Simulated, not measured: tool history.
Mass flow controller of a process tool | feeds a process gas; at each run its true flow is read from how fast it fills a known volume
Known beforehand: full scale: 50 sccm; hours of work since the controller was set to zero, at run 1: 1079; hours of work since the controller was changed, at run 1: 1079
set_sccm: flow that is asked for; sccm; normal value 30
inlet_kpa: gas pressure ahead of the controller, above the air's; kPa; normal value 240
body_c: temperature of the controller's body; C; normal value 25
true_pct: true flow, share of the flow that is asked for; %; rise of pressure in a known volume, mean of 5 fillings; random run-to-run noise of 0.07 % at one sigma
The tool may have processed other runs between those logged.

| run | day | set_sccm | inlet_kpa | body_c | hours of work since the controller was set to zero | hours of work since the controller was changed | true_pct |
|---|---|---|---|---|---|---|---|
| 1 | 0.000 | 30 | 240 | 25 | 1079 | 1079 | 99.28 |
| 2 | 16.042 | 30 | 240 | 25 | 1203 | 1203 | 99.26 |
| 3 | 29.017 | 30 | 240 | 25 | 1304 | 1304 | 99.32 |
| 4 | 41.212 | 30 | 240 | 25 | 1398 | 1398 | 99.50 |
| 5 | 50.500 | 30 | 240 | 25 | 1470 | 1470 | 99.52 |
| 6 | 64.879 | 30 | 240 | 25 | 1581 | 1581 | 99.60 |
| 7 | 81.962 | 30 | 240 | 25 | 1714 | 1714 | 99.83 |
| 8 | 92.483 | 19 | 240 | 25 | 1795 | 1795 | 99.36 |
| 9 | 107.875 | 19 | 240 | 25 | 1914 | 1914 | 99.31 |
| 10 | 127.958 | 5 | 240 | 25 | 2070 | 2070 | 98.75 |
| 11 | 145.562 | 5 | 240 | 25 | 2206 | 2206 | 98.82 |
| 12 | 166.288 | 30 | 240 | 25 | 2367 | 2367 | 100.26 |
| 13 | 183.712 | 16 | 240 | 25 | 2502 | 2502 | 99.64 |
| 14 | 204.542 | 30 | 240 | 25 | 2663 | 2663 | 100.49 |
| 15 | 218.092 | 30 | 240 | 25 | 2768 | 2768 | 100.58 |
| 16 | 233.896 | 30 | 240 | 25 | 2891 | 2891 | 100.49 |
| 17 | 251.579 | 6 | 174 | 24 | 3028 | 3028 | 99.25 |
| 18 | 269.850 | 36 | 164 | 20 | 3169 | 3169 | 100.36 |
| 19 | 279.275 | 36 | 164 | 20 | 3242 | 3242 | 100.34 |
| 20 | 300.292 | 36 | 164 | 20 | 3405 | 3405 | 100.56 |
| 21 | 316.012 | 36 | 164 | 20 | 3527 | 3527 | 100.81 |
| 22 | 329.762 | 26 | 164 | 20 | 3633 | 3633 | 100.42 |
| 23 | 341.604 | 30 | 275 | 25 | 3725 | 3725 | 101.47 |
| 24 | 353.842 | 30 | 240 | 31 | 3820 | 3820 | 101.90 |
| 25 | 365.112 | 30 | 240 | 31 | 3907 | 3907 | 102.06 |
| 26 | 378.071 | 30 | 267 | 30 | 4007 | 4007 | 102.22 |
| 27 | 388.925 | 30 | 267 | 30 | 4091 | 4091 | 102.30 |
| 28 | 402.942 | 30 | 267 | 30 | 4200 | 4200 | 102.26 |
| 29 | 417.358 | 27 | 240 | 40 | 4312 | 4312 | 102.98 |
|  | 434.946 | gauge calibrated |
| 30 | 439.279 | 28 | 276 | 20 | 4481 | 4481 | 98.85 |
| 31 | 452.508 | 28 | 276 | 20 | 4584 | 4584 | 98.97 |
| 32 | 472.421 | 28 | 167 | 20 | 4738 | 4738 | 98.51 |

Forecast each of these 4 alternatives for the next run:
| A | 489.400 | 8 | 157 | 30 | 4870 | 4870 | ? |
| B | 489.400 | 29 | 249 | 26 | 4870 | 4870 | ? |
| C | 489.400 | 10 | 265 | 32 | 4870 | 4870 | ? |
| D | 489.400 | 29 | 167 | 21 | 4870 | 4870 | ? |

| run | true_pct |
|---|---|
| A | 98.44 |
| B | 99.58 |
| C | 99.24 |
| D | 98.83 |
Without the tool's unlogged condition, the same runs would have read:
| run | true_pct |
|---|---|
| A | 98.13 |
| B | 99.25 |
| C | 98.92 |
| D | 98.50 |

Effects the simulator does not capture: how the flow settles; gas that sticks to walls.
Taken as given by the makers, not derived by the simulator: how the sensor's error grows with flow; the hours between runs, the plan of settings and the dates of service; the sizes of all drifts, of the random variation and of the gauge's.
